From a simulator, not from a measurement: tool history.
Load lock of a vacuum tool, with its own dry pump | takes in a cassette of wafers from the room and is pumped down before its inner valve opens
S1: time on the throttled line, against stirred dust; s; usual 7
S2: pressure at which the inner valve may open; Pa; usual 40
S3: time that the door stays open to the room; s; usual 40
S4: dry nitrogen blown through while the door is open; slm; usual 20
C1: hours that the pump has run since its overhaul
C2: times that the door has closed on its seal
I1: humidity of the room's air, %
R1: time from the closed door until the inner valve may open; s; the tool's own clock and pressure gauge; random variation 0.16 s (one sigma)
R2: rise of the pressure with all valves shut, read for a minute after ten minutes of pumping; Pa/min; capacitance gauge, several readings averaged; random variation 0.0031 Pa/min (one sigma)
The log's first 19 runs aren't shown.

run	hour	S1	S2	S3	S4	C1	C2	I1	R1	R2
20	6789.6	9	40	40	18	5173	32312	47.6	18.7	0.228
21	7099.9	8	40	40	20	5483	32862	41.6	17.8	0.227
22	7378.5	8	40	40	20	5762	33355	40.1	17.7	0.223
23	7610.4	8	40	40	5	5994	33766	45.7	17.9	0.266
24	7875.4	9	40	115	17	6259	34236	48.4	18.7	0.277
25	8207.2	5	40	67	39	6591	34824	46.6	16	0.237
26	8585.4	11	54	33	10	6969	35495	43.6	19.7	0.258
27	8804.7	11	54	33	10	7188	35883	44.1	19.4	0.258
28	9149.3	11	54	33	10	7533	36494	43	19.7	0.265
29	9579.7	7	40	211	28	7963	37257	48.3	17.5	0.299
30	10084.9	7	53	40	21	8468	38152	45	17.1	0.267
31	10508.1	4	31	155	23	8892	38903	43.1	15.9	0.302
32	10835.9	7	60	73	20	9219	39483	44.9	16.9	0.282
33	11314.9	7	45	115	21	9698	40333	47.6	17.7	0.32
34	11564	13	43	143	6	9948	40774	42.5	21.6	0.35
35	11794.2	6	77	132	9	10178	41182	45.5	16.2	0.35
36	12225.3	7	68	29	20	10609	41946	47.3	17.2	0.298
37	12512.8	9	71	239	8	10896	42456	47.7	18.2	0.396

Forecast each of these 3 alternatives for the next run:
A	13021.9	9	71	100	8	11405	43358	44.6	?	?
B	13021.9	7	61	217	8	11405	43358	44.6	?	?
C	13021.9	9	30	239	8	11405	43358	46.3	?	?

run	R1	R2
A	18.6	0.362
B	17.4	0.392
C	20.1	0.407
Without the tool's hidden state the same runs would have given:
run	R1	R2
A	17	0.102
B	15.7	0.133
C	18.2	0.143

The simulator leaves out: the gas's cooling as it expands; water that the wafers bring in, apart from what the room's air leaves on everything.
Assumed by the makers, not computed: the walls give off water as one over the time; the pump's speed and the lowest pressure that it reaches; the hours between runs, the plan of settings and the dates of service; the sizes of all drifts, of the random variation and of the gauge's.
